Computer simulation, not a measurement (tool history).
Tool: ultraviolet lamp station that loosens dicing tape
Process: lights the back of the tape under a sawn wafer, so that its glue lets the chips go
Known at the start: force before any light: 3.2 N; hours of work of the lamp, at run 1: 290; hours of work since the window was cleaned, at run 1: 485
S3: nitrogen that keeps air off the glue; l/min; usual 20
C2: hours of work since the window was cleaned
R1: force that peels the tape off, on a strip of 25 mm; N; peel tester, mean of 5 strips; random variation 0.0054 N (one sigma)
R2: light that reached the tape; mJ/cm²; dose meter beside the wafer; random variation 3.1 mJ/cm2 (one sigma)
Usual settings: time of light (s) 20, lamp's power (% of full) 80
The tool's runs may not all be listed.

{"run": 1, "hour": 0.0, "time of light (s)": 20, "lamp's power (% of full)": 80, "S3": 20, "hours of work of the lamp": 290, "C2": 485, "R1": 0.097, "R2": 484}
{"run": 2, "hour": 8.9, "time of light (s)": 20, "lamp's power (% of full)": 85, "S3": 20, "hours of work of the lamp": 297, "C2": 492, "R1": 0.084, "R2": 514}
{"run": 3, "hour": 18.2, "time of light (s)": 20, "lamp's power (% of full)": 63, "S3": 20, "hours of work of the lamp": 304, "C2": 499, "R1": 0.137, "R2": 379}
{"run": 4, "hour": 27.0, "time of light (s)": 20, "lamp's power (% of full)": 63, "S3": 20, "hours of work of the lamp": 311, "C2": 506, "R1": 0.146, "R2": 375}
{"run": 5, "hour": 37.2, "time of light (s)": 15, "lamp's power (% of full)": 80, "S3": 20, "hours of work of the lamp": 318, "C2": 513, "R1": 0.171, "R2": 363}
{"run": 6, "hour": 44.2, "time of light (s)": 15, "lamp's power (% of full)": 80, "S3": 20, "hours of work of the lamp": 324, "C2": 519, "R1": 0.16, "R2": 362}
{"run": 7, "hour": 52.7, "time of light (s)": 15, "lamp's power (% of full)": 80, "S3": 20, "hours of work of the lamp": 330, "C2": 525, "R1": 0.162, "R2": 360}
{"run": 8, "hour": 65.3, "time of light (s)": 20, "lamp's power (% of full)": 80, "S3": 8, "hours of work of the lamp": 340, "C2": 535, "R1": 0.174, "R2": 485}
{"run": 9, "hour": 74.4, "time of light (s)": 20, "lamp's power (% of full)": 80, "S3": 8, "hours of work of the lamp": 347, "C2": 542, "R1": 0.164, "R2": 484}
{"run": 10, "hour": 86.0, "time of light (s)": 20, "lamp's power (% of full)": 80, "S3": 8, "hours of work of the lamp": 356, "C2": 551, "R1": 0.174, "R2": 480}
{"run": 11, "hour": 96.7, "time of light (s)": 20, "lamp's power (% of full)": 80, "S3": 8, "hours of work of the lamp": 364, "C2": 559, "R1": 0.181, "R2": 482}
{"run": 12, "hour": 102.8, "time of light (s)": 20, "lamp's power (% of full)": 80, "S3": 20, "hours of work of the lamp": 369, "C2": 564, "R1": 0.083, "R2": 477}
{"run": 13, "hour": 113.5, "time of light (s)": 20, "lamp's power (% of full)": 65, "S3": 20, "hours of work of the lamp": 377, "C2": 572, "R1": 0.132, "R2": 393}
{"run": 14, "hour": 126.8, "time of light (s)": 20, "lamp's power (% of full)": 65, "S3": 20, "hours of work of the lamp": 387, "C2": 582, "R1": 0.144, "R2": 389}
{"run": 15, "hour": 133.5, "time of light (s)": 20, "lamp's power (% of full)": 65, "S3": 20, "hours of work of the lamp": 392, "C2": 587, "R1": 0.142, "R2": 392}
{"run": 16, "hour": 141.7, "time of light (s)": 20, "lamp's power (% of full)": 65, "S3": 20, "hours of work of the lamp": 398, "C2": 593, "R1": 0.139, "R2": 398}
{"run": 17, "hour": 148.7, "time of light (s)": 20, "lamp's power (% of full)": 65, "S3": 20, "hours of work of the lamp": 404, "C2": 599, "R1": 0.144, "R2": 392}
{"run": 18, "hour": 162.5, "time of light (s)": 24, "lamp's power (% of full)": 65, "S3": 20, "hours of work of the lamp": 414, "C2": 609, "R1": 0.104, "R2": 472}
{"run": 19, "hour": 170.4, "time of light (s)": 20, "lamp's power (% of full)": 64, "S3": 20, "hours of work of the lamp": 420, "C2": 615, "R1": 0.136, "R2": 386}
{"run": 20, "hour": 180.6, "time of light (s)": 20, "lamp's power (% of full)": 64, "S3": 20, "hours of work of the lamp": 428, "C2": 623, "R1": 0.142, "R2": 387}
{"run": 21, "hour": 191.8, "time of light (s)": 20, "lamp's power (% of full)": 64, "S3": 20, "hours of work of the lamp": 437, "C2": 632, "R1": 0.138, "R2": 382}
{"hour": 194.7, "done": "window cleaned of glue's vapour"}
{"run": 22, "hour": 200.4, "time of light (s)": 20, "lamp's power (% of full)": 64, "S3": 20, "hours of work of the lamp": 443, "C2": 4, "R1": 0.146, "R2": 388}
{"run": 23, "hour": 206.6, "time of light (s)": 20, "lamp's power (% of full)": 71, "S3": 20, "hours of work of the lamp": 447, "C2": 9, "R1": 0.114, "R2": 429}
{"run": 24, "hour": 219.8, "time of light (s)": 20, "lamp's power (% of full)": 71, "S3": 20, "hours of work of the lamp": 457, "C2": 19, "R1": 0.119, "R2": 431}
{"run": 25, "hour": 232.8, "time of light (s)": 20, "lamp's power (% of full)": 73, "S3": 35, "hours of work of the lamp": 467, "C2": 29, "R1": 0.1, "R2": 438}
{"run": 26, "hour": 245.0, "time of light (s)": 20, "lamp's power (% of full)": 73, "S3": 35, "hours of work of the lamp": 477, "C2": 38, "R1": 0.084, "R2": 438}
{"run": 27, "hour": 258.0, "time of light (s)": 20, "lamp's power (% of full)": 73, "S3": 35, "hours of work of the lamp": 487, "C2": 48, "R1": 0.096, "R2": 439}
{"run": 28, "hour": 271.2, "time of light (s)": 20, "lamp's power (% of full)": 73, "S3": 35, "hours of work of the lamp": 497, "C2": 58, "R1": 0.095, "R2": 436}
{"run": 29, "hour": 283.4, "time of light (s)": 20, "lamp's power (% of full)": 73, "S3": 35, "hours of work of the lamp": 506, "C2": 68, "R1": 0.097, "R2": 443}
{"run": 30, "hour": 296.9, "time of light (s)": 20, "lamp's power (% of full)": 73, "S3": 35, "hours of work of the lamp": 516, "C2": 78, "R1": 0.08, "R2": 439}
{"run": 31, "hour": 305.9, "time of light (s)": 20, "lamp's power (% of full)": 84, "S3": 20, "hours of work of the lamp": 523, "C2": 85, "R1": 0.095, "R2": 504}
{"run": 32, "hour": 311.6, "time of light (s)": 18, "lamp's power (% of full)": 69, "S3": 17, "hours of work of the lamp": 528, "C2": 89, "R1": 0.173, "R2": 371}
{"run": 33, "hour": 321.0, "time of light (s)": 18, "lamp's power (% of full)": 69, "S3": 17, "hours of work of the lamp": 535, "C2": 96, "R1": 0.174, "R2": 380}
{"run": 34, "hour": 330.3, "time of light (s)": 20, "lamp's power (% of full)": 84, "S3": 7, "hours of work of the lamp": 542, "C2": 104, "R1": 0.17, "R2": 504}
{"run": 35, "hour": 342.2, "time of light (s)": 17, "lamp's power (% of full)": 98, "S3": 34, "hours of work of the lamp": 551, "C2": 113, "R1": 0.071, "R2": 499}
{"run": 36, "hour": 348.4, "time of light (s)": 17, "lamp's power (% of full)": 98, "S3": 34, "hours of work of the lamp": 556, "C2": 117, "R1": 0.09, "R2": 501}
{"run": 37, "hour": 354.7, "time of light (s)": 26, "lamp's power (% of full)": 72, "S3": 10, "hours of work of the lamp": 561, "C2": 122, "R1": 0.112, "R2": 559}
{"run": 38, "hour": 362.4, "time of light (s)": 26, "lamp's power (% of full)": 72, "S3": 10, "hours of work of the lamp": 566, "C2": 128, "R1": 0.107, "R2": 564}
{"run": 39, "hour": 369.2, "time of light (s)": 27, "lamp's power (% of full)": 80, "S3": 29, "hours of work of the lamp": 572, "C2": 133, "R1": 0.074, "R2": 653}
{"run": 40, "hour": 379.5, "time of light (s)": 24, "lamp's power (% of full)": 70, "S3": 9, "hours of work of the lamp": 579, "C2": 141, "R1": 0.138, "R2": 508}
{"run": 41, "hour": 390.3, "time of light (s)": 18, "lamp's power (% of full)": 75, "S3": 30, "hours of work of the lamp": 588, "C2": 149, "R1": 0.115, "R2": 407}
{"run": 42, "hour": 398.1, "time of light (s)": 18, "lamp's power (% of full)": 66, "S3": 30, "hours of work of the lamp": 594, "C2": 155, "R1": 0.127, "R2": 357}

3 ways to go on from here, each from the tool as it stands after run 42. What would each give?
{"run": "A", "hour": 407.1, "time of light (s)": 20, "lamp's power (% of full)": 80, "S3": 29, "hours of work of the lamp": 601, "C2": 162, "R1": "?", "R2": "?"}
{"run": "B", "hour": 407.1, "time of light (s)": 39, "lamp's power (% of full)": 76, "S3": 13, "hours of work of the lamp": 601, "C2": 162, "R1": "?", "R2": "?"}
{"run": "C", "hour": 407.1, "time of light (s)": 18, "lamp's power (% of full)": 64, "S3": 30, "hours of work of the lamp": 601, "C2": 162, "R1": "?", "R2": "?"}

run=A R1=0.076 R2=483
run=B R1=0.071 R2=897
run=C R1=0.138 R2=347
Without the tool's hidden state the same runs would have given:
run=A R1=0.076 R2=484
run=B R1=0.071 R2=899
run=C R1=0.137 R2=348
